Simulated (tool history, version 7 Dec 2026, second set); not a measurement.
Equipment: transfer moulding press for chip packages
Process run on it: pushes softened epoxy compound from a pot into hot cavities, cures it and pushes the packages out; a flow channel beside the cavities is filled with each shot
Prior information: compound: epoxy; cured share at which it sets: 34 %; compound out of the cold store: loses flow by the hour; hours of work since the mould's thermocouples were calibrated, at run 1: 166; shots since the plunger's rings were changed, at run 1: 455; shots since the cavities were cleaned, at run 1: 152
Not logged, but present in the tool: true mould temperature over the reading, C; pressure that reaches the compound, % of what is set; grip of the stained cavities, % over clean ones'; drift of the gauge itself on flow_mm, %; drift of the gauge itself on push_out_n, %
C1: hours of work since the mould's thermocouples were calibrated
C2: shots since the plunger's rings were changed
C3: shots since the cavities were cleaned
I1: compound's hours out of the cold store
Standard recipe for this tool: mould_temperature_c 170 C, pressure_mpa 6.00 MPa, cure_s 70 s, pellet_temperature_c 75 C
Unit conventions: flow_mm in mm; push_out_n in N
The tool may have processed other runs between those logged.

{"run": 1, "day": 0.0, "mould_temperature_c": 170, "pressure_mpa": 6.0, "cure_s": 70, "pellet_temperature_c": 75, "C1": 166, "C2": 455, "C3": 152, "I1": 11.6, "flow_mm": 548, "push_out_n": 608}
{"day": 0.708, "done": "cavities cleaned with cleaning compound and waxed"}
{"day": 1.821, "done": "cavities cleaned with cleaning compound and waxed"}
{"run": 2, "day": 2.55, "mould_temperature_c": 170, "pressure_mpa": 6.0, "cure_s": 70, "pellet_temperature_c": 75, "C1": 211, "C2": 1536, "C3": 326, "I1": 35.1, "flow_mm": 498, "push_out_n": 730}
{"day": 2.838, "done": "cavities cleaned with cleaning compound and waxed"}
{"day": 4.008, "done": "cavities cleaned with cleaning compound and waxed"}
{"day": 5.183, "done": "cavities cleaned with cleaning compound and waxed"}
{"run": 3, "day": 6.083, "mould_temperature_c": 170, "pressure_mpa": 6.0, "cure_s": 70, "pellet_temperature_c": 75, "C1": 273, "C2": 3029, "C3": 402, "I1": 47.9, "flow_mm": 474, "push_out_n": 764}
{"day": 6.371, "done": "cavities cleaned with cleaning compound and waxed"}
{"day": 7.554, "done": "cavities cleaned with cleaning compound and waxed"}
{"day": 8.696, "done": "cavities cleaned with cleaning compound and waxed"}
{"day": 9.85, "done": "cavities cleaned with cleaning compound and waxed"}
{"run": 4, "day": 10.117, "mould_temperature_c": 170, "pressure_mpa": 6.0, "cure_s": 97, "pellet_temperature_c": 75, "C1": 344, "C2": 4715, "C3": 120, "I1": 31.5, "flow_mm": 478, "push_out_n": 445}
{"day": 10.817, "done": "cavities cleaned with cleaning compound and waxed"}
{"day": 11.954, "done": "cavities cleaned with cleaning compound and waxed"}
{"day": 13.058, "done": "cavities cleaned with cleaning compound and waxed"}
{"day": 13.8, "done": "plunger's sealing rings changed"}
{"day": 14.233, "done": "cavities cleaned with cleaning compound and waxed"}
{"run": 5, "day": 14.233, "mould_temperature_c": 170, "pressure_mpa": 6.0, "cure_s": 97, "pellet_temperature_c": 75, "C1": 414, "C2": 165, "C3": 0, "I1": 47.4, "flow_mm": 503, "push_out_n": 363}
{"day": 14.996, "done": "mould's thermocouples calibrated"}
{"day": 15.283, "done": "cavities cleaned with cleaning compound and waxed"}
{"day": 16.408, "done": "cavities cleaned with cleaning compound and waxed"}
{"day": 17.375, "done": "cavities cleaned with cleaning compound and waxed"}
{"run": 6, "day": 17.454, "mould_temperature_c": 170, "pressure_mpa": 6.0, "cure_s": 97, "pellet_temperature_c": 75, "C1": 42, "C2": 1482, "C3": 36, "I1": 15.5, "flow_mm": 524, "push_out_n": 396}
{"day": 18.379, "done": "cavities cleaned with cleaning compound and waxed"}
{"day": 19.383, "done": "cavities cleaned with cleaning compound and waxed"}
{"run": 7, "day": 20.075, "mould_temperature_c": 170, "pressure_mpa": 6.0, "cure_s": 70, "pellet_temperature_c": 75, "C1": 89, "C2": 2595, "C3": 309, "I1": 30.5, "flow_mm": 489, "push_out_n": 696}
{"day": 20.562, "done": "cavities cleaned with cleaning compound and waxed"}
{"day": 21.688, "done": "cavities cleaned with cleaning compound and waxed"}
{"day": 22.825, "done": "cavities cleaned with cleaning compound and waxed"}
{"day": 23.988, "done": "cavities cleaned with cleaning compound and waxed"}
{"run": 8, "day": 24.233, "mould_temperature_c": 173, "pressure_mpa": 6.0, "cure_s": 70, "pellet_temperature_c": 75, "C1": 161, "C2": 4335, "C3": 108, "I1": 44.3, "flow_mm": 449, "push_out_n": 497}
{"day": 25.138, "done": "cavities cleaned with cleaning compound and waxed"}
{"day": 26.283, "done": "cavities cleaned with cleaning compound and waxed"}
{"day": 27.425, "done": "cavities cleaned with cleaning compound and waxed"}
{"run": 9, "day": 27.808, "mould_temperature_c": 173, "pressure_mpa": 6.0, "cure_s": 70, "pellet_temperature_c": 75, "C1": 225, "C2": 5847, "C3": 172, "I1": 47.2, "flow_mm": 439, "push_out_n": 523}
{"day": 28.458, "done": "cavities cleaned with cleaning compound and waxed"}
{"day": 28.792, "done": "plunger's sealing rings changed"}
{"day": 29.746, "done": "cavities cleaned with cleaning compound and waxed"}
{"day": 30.883, "done": "cavities cleaned with cleaning compound and waxed"}
{"run": 10, "day": 31.371, "mould_temperature_c": 170, "pressure_mpa": 6.0, "cure_s": 70, "pellet_temperature_c": 80, "C1": 285, "C2": 1095, "C3": 219, "I1": 43.5, "flow_mm": 491, "push_out_n": 648}
{"day": 31.883, "done": "cavities cleaned with cleaning compound and waxed"}
{"day": 32.942, "done": "cavities cleaned with cleaning compound and waxed"}
{"day": 34.038, "done": "cavities cleaned with cleaning compound and waxed"}
{"run": 11, "day": 34.367, "mould_temperature_c": 170, "pressure_mpa": 6.0, "cure_s": 70, "pellet_temperature_c": 80, "C1": 338, "C2": 2347, "C3": 146, "I1": 11.1, "flow_mm": 536, "push_out_n": 615}
{"day": 35.021, "done": "cavities cleaned with cleaning compound and waxed"}
{"day": 36.112, "done": "cavities cleaned with cleaning compound and waxed"}
{"day": 37.229, "done": "cavities cleaned with cleaning compound and waxed"}
{"day": 38.346, "done": "cavities cleaned with cleaning compound and waxed"}
{"run": 12, "day": 38.346, "mould_temperature_c": 170, "pressure_mpa": 6.0, "cure_s": 70, "pellet_temperature_c": 80, "C1": 407, "C2": 4009, "C3": 0, "I1": 29.1, "flow_mm": 480, "push_out_n": 502}
{"day": 39.508, "done": "mould's thermocouples calibrated"}
{"day": 39.571, "done": "cavities cleaned with cleaning compound and waxed"}
{"day": 40.762, "done": "cavities cleaned with cleaning compound and waxed"}
{"run": 13, "day": 40.796, "mould_temperature_c": 170, "pressure_mpa": 6.0, "cure_s": 102, "pellet_temperature_c": 75, "C1": 22, "C2": 5009, "C3": 15, "I1": 10.3, "flow_mm": 500, "push_out_n": 374}
{"day": 41.912, "done": "cavities cleaned with cleaning compound and waxed"}
{"day": 43.058, "done": "cavities cleaned with cleaning compound and waxed"}
{"day": 43.604, "done": "plunger's sealing rings changed"}
{"run": 14, "day": 43.804, "mould_temperature_c": 170, "pressure_mpa": 6.0, "cure_s": 102, "pellet_temperature_c": 75, "C1": 73, "C2": 89, "C3": 287, "I1": 8.7, "flow_mm": 553, "push_out_n": 519}
{"day": 44.317, "done": "cavities cleaned with cleaning compound and waxed"}
{"day": 45.458, "done": "cavities cleaned with cleaning compound and waxed"}
{"run": 15, "day": 45.583, "mould_temperature_c": 170, "pressure_mpa": 6.0, "cure_s": 102, "pellet_temperature_c": 69, "C1": 104, "C2": 826, "C3": 55, "I1": 13.1, "flow_mm": 549, "push_out_n": 432}
{"day": 46.542, "done": "cavities cleaned with cleaning compound and waxed"}
{"day": 47.525, "done": "cavities cleaned with cleaning compound and waxed"}
{"run": 16, "day": 47.525, "mould_temperature_c": 170, "pressure_mpa": 6.0, "cure_s": 102, "pellet_temperature_c": 69, "C1": 138, "C2": 1636, "C3": 0, "I1": 19.4, "flow_mm": 520, "push_out_n": 370}
{"day": 48.7, "done": "cavities cleaned with cleaning compound and waxed"}
{"day": 49.838, "done": "cavities cleaned with cleaning compound and waxed"}
{"run": 17, "day": 49.929, "mould_temperature_c": 170, "pressure_mpa": 5.98, "cure_s": 102, "pellet_temperature_c": 69, "C1": 180, "C2": 2653, "C3": 42, "I1": 44.3, "flow_mm": 473, "push_out_n": 420}
{"day": 50.892, "done": "cavities cleaned with cleaning compound and waxed"}
{"day": 52.079, "done": "cavities cleaned with cleaning compound and waxed"}
{"run": 18, "day": 52.875, "mould_temperature_c": 170, "pressure_mpa": 4.56, "cure_s": 70, "pellet_temperature_c": 75, "C1": 233, "C2": 3910, "C3": 355, "I1": 44.9, "flow_mm": 404, "push_out_n": 733}
{"day": 53.154, "done": "cavities cleaned with cleaning compound and waxed"}
{"day": 54.212, "done": "cavities cleaned with cleaning compound and waxed"}
{"day": 55.179, "done": "cavities cleaned with cleaning compound and waxed"}
{"day": 56.362, "done": "cavities cleaned with cleaning compound and waxed"}
{"run": 19, "day": 56.654, "mould_temperature_c": 170, "pressure_mpa": 6.36, "cure_s": 97, "pellet_temperature_c": 82, "C1": 299, "C2": 5483, "C3": 130, "I1": 37.2, "flow_mm": 468, "push_out_n": 472}
{"day": 57.333, "done": "cavities cleaned with cleaning compound and waxed"}
{"day": 58.5, "done": "plunger's sealing rings changed"}
{"day": 58.562, "done": "cavities cleaned with cleaning compound and waxed"}
{"day": 59.7, "done": "cavities cleaned with cleaning compound and waxed"}
{"run": 20, "day": 59.946, "mould_temperature_c": 170, "pressure_mpa": 5.97, "cure_s": 54, "pellet_temperature_c": 69, "C1": 354, "C2": 588, "C3": 110, "I1": 26.6, "flow_mm": 525, "push_out_n": 1118}
{"day": 60.808, "done": "cavities cleaned with cleaning compound and waxed"}
{"day": 61.871, "done": "cavities cleaned with cleaning compound and waxed"}
{"run": 21, "day": 61.871, "mould_temperature_c": 163, "pressure_mpa": 6.0, "cure_s": 96, "pellet_temperature_c": 85, "C1": 388, "C2": 1392, "C3": 0, "I1": 30.5, "flow_mm": 523, "push_out_n": 463}
{"day": 63.062, "done": "cavities cleaned with cleaning compound and waxed"}
{"day": 63.962, "done": "mould's thermocouples calibrated"}
{"day": 64.25, "done": "cavities cleaned with cleaning compound and waxed"}
{"run": 22, "day": 65.025, "mould_temperature_c": 163, "pressure_mpa": 6.0, "cure_s": 96, "pellet_temperature_c": 85, "C1": 19, "C2": 2703, "C3": 343, "I1": 45.8, "flow_mm": 492, "push_out_n": 626}

Below are 4 alternative next runs, each starting from the tool's condition after run 22. Predict each:
{"day": 65.258, "done": "cavities cleaned with cleaning compound and waxed"}
{"day": 66.267, "done": "cavities cleaned with cleaning compound and waxed"}
{"day": 67.325, "done": "cavities cleaned with cleaning compound and waxed"}
{"run": "A", "day": 67.633, "mould_temperature_c": 164, "pressure_mpa": 6.0, "cure_s": 70, "pellet_temperature_c": 66, "C1": 64, "C2": 3783, "C3": 138, "I1": 13.5, "flow_mm": "?", "push_out_n": "?"}
{"day": 65.258, "done": "cavities cleaned with cleaning compound and waxed"}
{"day": 66.267, "done": "cavities cleaned with cleaning compound and waxed"}
{"day": 67.325, "done": "cavities cleaned with cleaning compound and waxed"}
{"run": "B", "day": 67.633, "mould_temperature_c": 172, "pressure_mpa": 6.0, "cure_s": 70, "pellet_temperature_c": 75, "C1": 64, "C2": 3783, "C3": 138, "I1": 9.7, "flow_mm": "?", "push_out_n": "?"}
{"day": 65.258, "done": "cavities cleaned with cleaning compound and waxed"}
{"day": 66.267, "done": "cavities cleaned with cleaning compound and waxed"}
{"day": 67.325, "done": "cavities cleaned with cleaning compound and waxed"}
{"run": "C", "day": 67.633, "mould_temperature_c": 174, "pressure_mpa": 6.19, "cure_s": 70, "pellet_temperature_c": 67, "C1": 64, "C2": 3783, "C3": 138, "I1": 28.8, "flow_mm": "?", "push_out_n": "?"}
{"day": 65.258, "done": "cavities cleaned with cleaning compound and waxed"}
{"day": 66.267, "done": "cavities cleaned with cleaning compound and waxed"}
{"day": 67.325, "done": "cavities cleaned with cleaning compound and waxed"}
{"run": "D", "day": 67.633, "mould_temperature_c": 170, "pressure_mpa": 6.0, "cure_s": 71, "pellet_temperature_c": 70, "C1": 64, "C2": 3783, "C3": 138, "I1": 13.6, "flow_mm": "?", "push_out_n": "?"}

run=A flow_mm=514 push_out_n=979
run=B flow_mm=510 push_out_n=529
run=C flow_mm=487 push_out_n=487
run=D flow_mm=509 push_out_n=579
Had the tool no hidden state, the same runs would have come out as:
run=A flow_mm=556 push_out_n=767
run=B flow_mm=550 push_out_n=413
run=C flow_mm=526 push_out_n=381
run=D flow_mm=550 push_out_n=453
